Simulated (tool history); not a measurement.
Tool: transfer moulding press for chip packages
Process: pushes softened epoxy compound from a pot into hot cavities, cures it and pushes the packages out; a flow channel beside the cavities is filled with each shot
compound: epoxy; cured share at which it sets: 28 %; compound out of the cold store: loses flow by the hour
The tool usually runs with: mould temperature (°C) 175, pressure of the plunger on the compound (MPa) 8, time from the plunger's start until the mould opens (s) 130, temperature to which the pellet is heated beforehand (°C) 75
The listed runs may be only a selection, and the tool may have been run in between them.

| run | hour | mould temperature (°C) | pressure of the plunger on the compound (MPa) | time from the plunger's start until the mould opens (s) | temperature to which the pellet is heated beforehand (°C) | incoming compound's hours out of the cold store | length that the compound runs in the flow channel (mm) | greatest force on the pins that push the packages out (N) |
|---|---|---|---|---|---|---|---|---|
| 1 | 0 | 175 | 8 | 130 | 75 | 36.2 | 702.8 | 394 |
| 2 | 18 | 175 | 8 | 130 | 75 | 25.7 | 743.6 | 446 |
| 3 | 35.6 | 175 | 8 | 130 | 69 | 8.6 | 819.4 | 486 |
| 4 | 53.9 | 175 | 8 | 130 | 69 | 46.3 | 667.7 | 484 |
| 5 | 68.8 | 175 | 8 | 123 | 75 | 22 | 757.9 | 539 |
| 6 | 79.8 | 175 | 8 | 130 | 75 | 26.9 | 737.2 | 519 |
|  | 88.3 | cavities cleaned with cleaning compound and waxed |
| 7 | 91.6 | 175 | 8 | 130 | 75 | 13.5 | 793 | 339 |
| 8 | 102.7 | 175 | 8 | 130 | 75 | 36 | 701.6 | 342 |
| 9 | 115.9 | 175 | 8 | 130 | 75 | 32.8 | 713.3 | 399 |
| 10 | 125.9 | 175 | 8 | 130 | 75 | 40.7 | 684.6 | 383 |
| 11 | 142.8 | 175 | 8 | 130 | 75 | 23.9 | 749.2 | 440 |
| 12 | 152.1 | 175 | 8 | 130 | 75 | 10.8 | 805.6 | 469 |
| 13 | 159.5 | 175 | 8 | 130 | 75 | 32.3 | 714 | 426 |
| 14 | 168.4 | 175 | 8 | 130 | 75 | 33.3 | 710.6 | 454 |
| 15 | 182.2 | 169 | 7.95 | 120 | 66 | 44.5 | 689.9 | 862 |
| 16 | 199.2 | 169 | 7.95 | 164 | 84 | 37.7 | 712.7 | 475 |
| 17 | 207.2 | 169 | 7.95 | 164 | 84 | 34.4 | 727.3 | 477 |
| 18 | 215 | 178 | 7.66 | 127 | 74 | 11.3 | 771.6 | 478 |
|  | 231.2 | cavities cleaned with cleaning compound and waxed |
| 19 | 233.4 | 173 | 7.66 | 140 | 74 | 36.4 | 689.5 | 329 |
| 20 | 247 | 175 | 8 | 130 | 71 | 10.9 | 803.1 | 377 |
| 21 | 258.9 | 177 | 7.91 | 114 | 68 | 18.5 | 755.9 | 461 |
| 22 | 268.8 | 177 | 7.91 | 114 | 68 | 40.3 | 672.5 | 443 |

Expected results for the next run?
| 23 | 286.5 | 174 | 8 | 130 | 75 | 20.9 | ? | ? |

length that the compound runs in the flow channel (mm): 760.7
greatest force on the pins that push the packages out (N): 484
Were there no unlogged condition in the tool, this run, its random variation unchanged, would have produced length that the compound runs in the flow channel (mm) 778.2, greatest force on the pins that push the packages out (N) 335.
